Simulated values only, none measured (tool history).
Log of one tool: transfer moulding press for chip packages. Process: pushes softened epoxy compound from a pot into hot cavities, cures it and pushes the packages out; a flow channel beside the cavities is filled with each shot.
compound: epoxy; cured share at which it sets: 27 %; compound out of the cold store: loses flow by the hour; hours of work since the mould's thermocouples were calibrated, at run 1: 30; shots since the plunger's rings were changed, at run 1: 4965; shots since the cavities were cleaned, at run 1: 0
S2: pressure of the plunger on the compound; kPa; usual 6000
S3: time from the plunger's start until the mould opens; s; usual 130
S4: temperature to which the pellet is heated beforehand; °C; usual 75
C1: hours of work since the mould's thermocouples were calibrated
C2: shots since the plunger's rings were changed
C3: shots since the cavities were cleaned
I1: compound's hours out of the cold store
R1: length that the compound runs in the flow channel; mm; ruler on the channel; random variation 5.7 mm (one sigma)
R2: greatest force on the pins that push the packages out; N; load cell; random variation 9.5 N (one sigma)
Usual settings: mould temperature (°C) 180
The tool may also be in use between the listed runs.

{"run": 1, "day": 0.0, "mould temperature (°C)": 180, "S2": 6000, "S3": 130, "S4": 75, "C1": 30, "C2": 4965, "C3": 0, "I1": 40.5, "R1": 532, "R2": 415}
{"run": 2, "day": 0.317, "mould temperature (°C)": 180, "S2": 6000, "S3": 130, "S4": 75, "C1": 36, "C2": 5044, "C3": 79, "I1": 11.4, "R1": 596, "R2": 511}
{"run": 3, "day": 0.642, "mould temperature (°C)": 180, "S2": 6000, "S3": 130, "S4": 75, "C1": 41, "C2": 5125, "C3": 160, "I1": 17.2, "R1": 601, "R2": 566}
{"run": 4, "day": 0.904, "mould temperature (°C)": 180, "S2": 6000, "S3": 158, "S4": 75, "C1": 46, "C2": 5190, "C3": 225, "I1": 35.6, "R1": 549, "R2": 508}
{"run": 5, "day": 1.254, "mould temperature (°C)": 180, "S2": 6000, "S3": 158, "S4": 75, "C1": 52, "C2": 5278, "C3": 313, "I1": 31.6, "R1": 549, "R2": 572}
{"run": 6, "day": 1.458, "mould temperature (°C)": 180, "S2": 6000, "S3": 130, "S4": 75, "C1": 56, "C2": 5328, "C3": 363, "I1": 19.2, "R1": 586, "R2": 710}
{"run": 7, "day": 1.783, "mould temperature (°C)": 180, "S2": 6000, "S3": 130, "S4": 75, "C1": 62, "C2": 5409, "C3": 444, "I1": 11.6, "R1": 608, "R2": 713}
{"run": 8, "day": 2.2, "mould temperature (°C)": 180, "S2": 6000, "S3": 130, "S4": 75, "C1": 69, "C2": 5513, "C3": 548, "I1": 17.7, "R1": 581, "R2": 779}

Forecast run 9:
{"day": 2.288, "done": "cavities cleaned with cleaning compound and waxed"}
{"run": 9, "day": 2.471, "mould temperature (°C)": 180, "S2": 6000, "S3": 130, "S4": 75, "C1": 73, "C2": 5565, "C3": 46, "I1": 23.5, "R1": "?", "R2": "?"}

R1: 566 mm
R2: 480 N
Without the tool's hidden state the same run would have given R1 640 mm, R2 429 N.

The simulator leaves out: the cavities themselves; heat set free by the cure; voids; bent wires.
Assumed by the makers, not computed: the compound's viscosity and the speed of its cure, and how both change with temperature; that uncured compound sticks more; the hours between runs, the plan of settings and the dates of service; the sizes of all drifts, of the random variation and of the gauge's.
